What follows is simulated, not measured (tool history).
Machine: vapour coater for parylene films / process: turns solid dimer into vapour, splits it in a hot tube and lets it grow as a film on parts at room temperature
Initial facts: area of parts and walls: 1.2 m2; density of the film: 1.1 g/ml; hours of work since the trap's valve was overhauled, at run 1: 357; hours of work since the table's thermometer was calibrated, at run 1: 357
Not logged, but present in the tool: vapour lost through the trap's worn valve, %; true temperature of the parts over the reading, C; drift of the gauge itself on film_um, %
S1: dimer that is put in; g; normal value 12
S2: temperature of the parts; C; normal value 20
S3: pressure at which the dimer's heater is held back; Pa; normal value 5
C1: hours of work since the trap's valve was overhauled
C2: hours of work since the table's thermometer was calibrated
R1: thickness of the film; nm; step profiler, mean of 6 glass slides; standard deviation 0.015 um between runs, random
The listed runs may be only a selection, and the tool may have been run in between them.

| run | day | S1 | S2 | S3 | C1 | C2 | R1 |
|---|---|---|---|---|---|---|---|
| 1 | 0 | 12 | 20 | 5 | 357 | 357 | 4200 |
| 2 | 0.55 | 12 | 23 | 5 | 367 | 367 | 3590 |
| 3 | 1.071 | 19 | 20 | 5 | 377 | 377 | 6600 |
| 4 | 1.621 | 19 | 20 | 5 | 388 | 388 | 6610 |
| 5 | 2.546 | 19 | 17 | 5 | 406 | 406 | 7550 |
| 6 | 2.988 | 19 | 17 | 5 | 415 | 415 | 7590 |
| 7 | 3.754 | 5 | 17 | 5 | 430 | 430 | 2010 |
| 8 | 4.717 | 5 | 17 | 5 | 448 | 448 | 2010 |
| 9 | 5.6 | 5 | 17 | 5 | 465 | 465 | 2000 |
| 10 | 6.058 | 12 | 20 | 2.83 | 474 | 474 | 4300 |
| 11 | 6.55 | 12 | 20 | 2.83 | 484 | 484 | 4300 |
| 12 | 7.392 | 12 | 20 | 2.83 | 500 | 500 | 4320 |
| 13 | 7.871 | 12 | 20 | 2.83 | 510 | 510 | 4300 |
| 14 | 8.425 | 12 | 32 | 2.02 | 520 | 520 | 2460 |
| 15 | 9.271 | 11 | 20 | 9.69 | 537 | 537 | 3600 |

Forecast run 16:
| 16 | 10.012 | 12 | 13 | 7.47 | 551 | 551 | ? |

R1: 5630 nm
Without the tool's hidden state the same run would have given R1 5840 nm.
